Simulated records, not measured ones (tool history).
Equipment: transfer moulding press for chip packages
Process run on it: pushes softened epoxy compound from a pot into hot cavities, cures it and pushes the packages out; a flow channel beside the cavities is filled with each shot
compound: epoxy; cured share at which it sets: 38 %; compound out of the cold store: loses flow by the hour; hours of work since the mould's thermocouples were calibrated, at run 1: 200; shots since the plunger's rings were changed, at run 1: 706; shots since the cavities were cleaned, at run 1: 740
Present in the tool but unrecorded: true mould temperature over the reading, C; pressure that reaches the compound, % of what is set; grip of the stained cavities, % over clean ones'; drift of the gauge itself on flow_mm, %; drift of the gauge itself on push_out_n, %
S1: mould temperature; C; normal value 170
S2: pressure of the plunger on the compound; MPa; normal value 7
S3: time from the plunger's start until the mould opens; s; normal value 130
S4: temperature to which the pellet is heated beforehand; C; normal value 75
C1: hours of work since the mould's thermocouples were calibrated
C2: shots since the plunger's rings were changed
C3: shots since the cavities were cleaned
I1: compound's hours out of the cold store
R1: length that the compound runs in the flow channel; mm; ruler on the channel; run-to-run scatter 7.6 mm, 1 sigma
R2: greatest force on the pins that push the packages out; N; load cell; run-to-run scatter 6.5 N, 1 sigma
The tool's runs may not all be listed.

Run 1, hour 0.0: usual settings; C1 200; C2 706; C3 740; I1 11.3. Result: R1 899 mm, R2 442 N.
Run 2, hour 14.7: usual settings; C1 207; C2 791; C3 825; I1 43.2. Result: R1 822 mm, R2 435 N.
Run 3, hour 26.3: usual settings; C1 212; C2 859; C3 893; I1 32.9. Result: R1 848 mm, R2 435 N.
At hour 29.3: cavities cleaned with cleaning compound and waxed.
Run 4, hour 41.5: usual settings but S3 110 s; C1 217; C2 938; C3 71; I1 35.5. Result: R1 838 mm, R2 354 N.
Run 5, hour 48.4: usual settings but S3 110 s; C1 220; C2 978; C3 111; I1 22.8. Result: R1 866 mm, R2 368 N.
Run 6, hour 58.3: usual settings but S1 174 C, S3 166 s; C1 225; C2 1035; C3 168; I1 11.5. Result: R1 863 mm, R2 293 N.
At hour 61.1: mould's thermocouples calibrated.
Run 7, hour 74.4: usual settings but S1 174 C, S3 166 s; C1 6; C2 1117; C3 250; I1 28.0. Result: R1 835 mm, R2 291 N.

Run 8 has not been measured yet. What should we expect?
Run 8, hour 82.9: usual settings but S1 174 C, S3 166 s; C1 9; C2 1167; C3 300; I1 38.1. Result: R1 ?, R2 ?.

Run 8 produced R1 822 mm, R2 314 N.
Take away the tool's hidden state, keep the run-to-run variation as it was, and the same run would have given R1 839 mm, R2 237 N.
